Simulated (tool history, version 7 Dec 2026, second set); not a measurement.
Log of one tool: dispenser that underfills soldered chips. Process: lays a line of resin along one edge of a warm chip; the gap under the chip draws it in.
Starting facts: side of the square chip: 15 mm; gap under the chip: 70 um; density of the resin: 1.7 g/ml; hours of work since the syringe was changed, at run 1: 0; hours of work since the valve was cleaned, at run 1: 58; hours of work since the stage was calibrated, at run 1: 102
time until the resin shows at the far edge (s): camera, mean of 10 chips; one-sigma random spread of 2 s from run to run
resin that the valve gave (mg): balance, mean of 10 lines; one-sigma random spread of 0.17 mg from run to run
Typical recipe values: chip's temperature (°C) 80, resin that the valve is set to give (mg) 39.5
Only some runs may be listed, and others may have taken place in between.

| run | hour | chip's temperature (°C) | resin that the valve is set to give (mg) | hours of work since the syringe was changed | hours of work since the valve was cleaned | hours of work since the stage was calibrated | time until the resin shows at the far edge (s) | resin that the valve gave (mg) |
|---|---|---|---|---|---|---|---|---|
| 1 | 0 | 80 | 39.5 | 0 | 58 | 102 | 208.6 | 37.03 |
| 2 | 2.9 | 80 | 39.5 | 3 | 61 | 105 | 248.2 | 37.2 |
|  | 6.4 | new syringe of resin |
| 3 | 8.2 | 80 | 39.5 | 1 | 65 | 109 | 226.2 | 36.74 |
| 4 | 11.9 | 80 | 39.5 | 4 | 68 | 112 | 279.5 | 36.67 |
|  | 13.3 | new syringe of resin |
| 5 | 16.1 | 73 | 39.5 | 2 | 71 | 115 | 305.8 | 36.47 |
| 6 | 19.6 | 91 | 39.5 | 5 | 73 | 118 | 209 | 36.58 |
|  | 20.1 | new syringe of resin |
| 7 | 24.5 | 91 | 47.5 | 3 | 77 | 121 | 179.1 | 43.83 |
|  | 27.3 | new syringe of resin |
| 8 | 27.7 | 74 | 39.5 | 0 | 79 | 124 | 257.4 | 36.4 |
| 9 | 30.3 | 74 | 39.5 | 2 | 82 | 126 | 300.5 | 36.06 |
| 10 | 32.8 | 74 | 39.5 | 4 | 83 | 128 | 340.2 | 36.08 |
|  | 34.2 | new syringe of resin |
| 11 | 37.2 | 74 | 39.5 | 2 | 87 | 131 | 306.4 | 35.89 |
|  | 41.1 | new syringe of resin |
| 12 | 41.1 | 74 | 39.5 | 0 | 90 | 134 | 254.5 | 36.14 |
| 13 | 44.4 | 74 | 39.5 | 3 | 92 | 136 | 302.1 | 35.83 |
|  | 48.2 | new syringe of resin |
| 14 | 49.5 | 74 | 39.5 | 1 | 96 | 140 | 271.3 | 35.75 |
| 15 | 54 | 74 | 39.5 | 5 | 100 | 144 | 344.9 | 35.61 |
|  | 55.1 | new syringe of resin |
| 16 | 57.8 | 74 | 39.5 | 2 | 102 | 147 | 295 | 35.33 |
|  | 61.9 | new syringe of resin |
| 17 | 63.2 | 74 | 39.5 | 1 | 107 | 151 | 269.9 | 35.13 |
| 18 | 67.3 | 69 | 39.5 | 4 | 110 | 154 | 400.5 | 35.06 |
|  | 68.9 | new syringe of resin |
| 19 | 71.1 | 85 | 42.1 | 2 | 113 | 157 | 205.6 | 37.38 |
| 20 | 74.5 | 85 | 42.1 | 4 | 115 | 159 | 242.1 | 37.31 |
|  | 76 | new syringe of resin |
|  | 77.6 | dispensing valve cleaned and set on the balance |
| 21 | 78.2 | 83 | 39.2 | 1 | 0 | 161 | 198.2 | 39.38 |
| 22 | 82.8 | 75 | 47.9 | 5 | 4 | 165 | 323 | 47.77 |
|  | 84.1 | new syringe of resin |
| 23 | 88 | 89 | 39.5 | 3 | 8 | 169 | 193 | 39.53 |
|  | 91.1 | new syringe of resin |
| 24 | 93 | 91 | 46.4 | 2 | 12 | 173 | 157.4 | 45.89 |
| 25 | 95.3 | 91 | 46.4 | 3 | 14 | 174 | 178.6 | 46.04 |
|  | 98.2 | new syringe of resin |
| 26 | 98.6 | 67 | 38.3 | 0 | 16 | 177 | 327.3 | 37.71 |
| 27 | 101.8 | 67 | 38.3 | 3 | 19 | 179 | 397.2 | 37.74 |
|  | 105 | new syringe of resin |
| 28 | 106.2 | 79 | 34.9 | 1 | 22 | 183 | 234.4 | 34.15 |
| 29 | 108.5 | 73 | 38.7 | 3 | 24 | 184 | 319.8 | 37.97 |
|  | 111.8 | new syringe of resin |
| 30 | 112.8 | 73 | 38.7 | 1 | 27 | 188 | 277.1 | 37.58 |
| 31 | 116.5 | 84 | 37.9 | 4 | 30 | 191 | 247.1 | 36.94 |
|  | 118.9 | new syringe of resin |
| 32 | 119.6 | 68 | 38.1 | 1 | 32 | 193 | 325.4 | 36.98 |
| 33 | 121.9 | 87 | 44.5 | 2 | 34 | 195 | 196 | 42.92 |
|  | 125.9 | new syringe of resin |
| 34 | 125.9 | 69 | 39.1 | 0 | 37 | 198 | 295.1 | 37.97 |
| 35 | 129.8 | 83 | 50.7 | 3 | 40 | 201 | 230.9 | 48.57 |

Each row is a separate what-if for the run after 35, all from the same tool condition, not one after another. Results?
|  | 132.7 | new syringe of resin |
| A | 134 | 80 | 44.4 | 1 | 43 | 204 | ? | ? |
|  | 132.7 | new syringe of resin |
| B | 134 | 90 | 47.2 | 1 | 43 | 204 | ? | ? |
|  | 132.7 | new syringe of resin |
| C | 134 | 84 | 38 | 1 | 43 | 204 | ? | ? |

| run | time until the resin shows at the far edge (s) | resin that the valve gave (mg) |
|---|---|---|
| A | 221.7 | 42.38 |
| B | 162.7 | 44.97 |
| C | 204.5 | 36.53 |
The same runs, with their run-to-run variation unchanged, on a tool lacking any hidden condition would have given:
| run | time until the resin shows at the far edge (s) | resin that the valve gave (mg) |
|---|---|---|
| A | 192.7 | 44.25 |
| B | 142 | 46.95 |
| C | 177.2 | 38.14 |
